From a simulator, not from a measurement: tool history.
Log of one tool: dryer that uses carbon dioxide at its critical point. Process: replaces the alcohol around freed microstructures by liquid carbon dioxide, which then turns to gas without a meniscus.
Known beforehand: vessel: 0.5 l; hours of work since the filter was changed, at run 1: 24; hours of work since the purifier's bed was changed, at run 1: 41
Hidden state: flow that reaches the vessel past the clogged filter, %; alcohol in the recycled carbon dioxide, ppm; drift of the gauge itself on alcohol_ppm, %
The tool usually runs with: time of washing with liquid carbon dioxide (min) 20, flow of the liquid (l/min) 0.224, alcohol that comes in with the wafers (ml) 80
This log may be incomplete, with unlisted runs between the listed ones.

run	day	time of washing with liquid carbon dioxide (min)	flow of the liquid (l/min)	alcohol that comes in with the wafers (ml)	hours of work since the filter was changed	hours of work since the purifier's bed was changed	alcohol left in the vessel before it's heated (ppm by volume)
1	0	20	0.224	80	24	41	151
2	0.479	20	0.224	80	30	47	142
3	0.954	20	0.224	29	36	53	51
4	1.488	20	0.224	29	43	60	65
5	1.788	20	0.224	80	47	64	149
6	2.062	20	0.224	22	50	67	58
7	2.496	13	0.224	80	56	73	1599
8	2.983	13	0.224	80	62	79	1612
9	3.292	13	0.224	116	66	83	2343
10	3.533	13	0.224	116	69	86	2449
11	3.962	21	0.224	80	74	92	102
12	4.471	21	0.224	80	81	98	126
13	4.688	14	0.224	80	84	101	1206
14	5.217	14	0.224	80	90	108	1180
15	5.458	19	0.216	80	93	111	282
16	5.854	20	0.224	51	98	116	109
17	6.346	20	0.224	51	105	122	107
18	6.825	32	0.352	51	111	128	16
19	7.112	32	0.352	51	114	132	17
20	7.567	32	0.352	51	120	137	18
21	7.979	16	0.224	83	125	143	640
22	8.446	16	0.224	83	131	149	651
23	8.921	16	0.224	83	137	155	654
24	9.375	18	0.286	83	143	160	93
25	9.604	18	0.286	83	146	163	78
26	9.992	18	0.286	83	151	168	75
27	10.438	15	0.189	57	156	174	1409
28	10.804	31	0.148	24	161	178	60

Each row is a separate what-if for the run after 28, all from the same tool condition, not one after another. Results?
A	11.129	15	0.194	52	165	183	?
B	11.129	22	0.144	35	165	183	?
C	11.129	21	0.336	68	165	183	?
D	11.129	13	0.189	80	165	183	?

run	alcohol left in the vessel before it's heated (ppm by volume)
A	1156
B	515
C	20
D	3551
Take away the tool's hidden state, keep each run's random variation, and the runs would have read:
run	alcohol left in the vessel before it's heated (ppm by volume)
A	951
B	408
C	2
D	3033

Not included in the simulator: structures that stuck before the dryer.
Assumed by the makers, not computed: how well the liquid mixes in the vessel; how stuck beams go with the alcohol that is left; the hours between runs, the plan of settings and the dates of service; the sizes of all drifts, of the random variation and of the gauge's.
